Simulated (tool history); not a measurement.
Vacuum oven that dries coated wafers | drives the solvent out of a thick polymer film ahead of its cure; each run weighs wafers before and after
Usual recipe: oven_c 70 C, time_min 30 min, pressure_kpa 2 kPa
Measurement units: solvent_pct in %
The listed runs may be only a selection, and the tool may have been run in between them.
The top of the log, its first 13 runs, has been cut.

run	hour	oven_c	time_min	pressure_kpa	hours of work since the thermocouples were calibrated	hours of work since the vacuum gauge was cleaned of residue	solvent_pct
14	164.5	70	30	1.53	181	129	1.38
15	180.7	70	30	1.53	189	138	1.36
16	197.1	70	27	2	198	146	1.8
17	207.6	70	27	2	203	152	1.79
18	221.7	70	27	2	211	159	1.77
19	233.5	70	27	2	217	165	1.75
20	243.6	70	27	2	222	171	1.77
21	252.2	70	30	2	227	175	1.53
22	268.7	70	30	1.36	236	184	1.31
23	276.8	70	24	2	240	188	2.03
24	292.1	68	30	6.7	248	196	3.99

Run 25 is up next; what results do you expect?
25	306.2	55	21	3.63	255	204	?

Run 25 came out at solvent_pct 8.22 %.
Without the tool's hidden state the same run would have given solvent_pct 8.38 %.
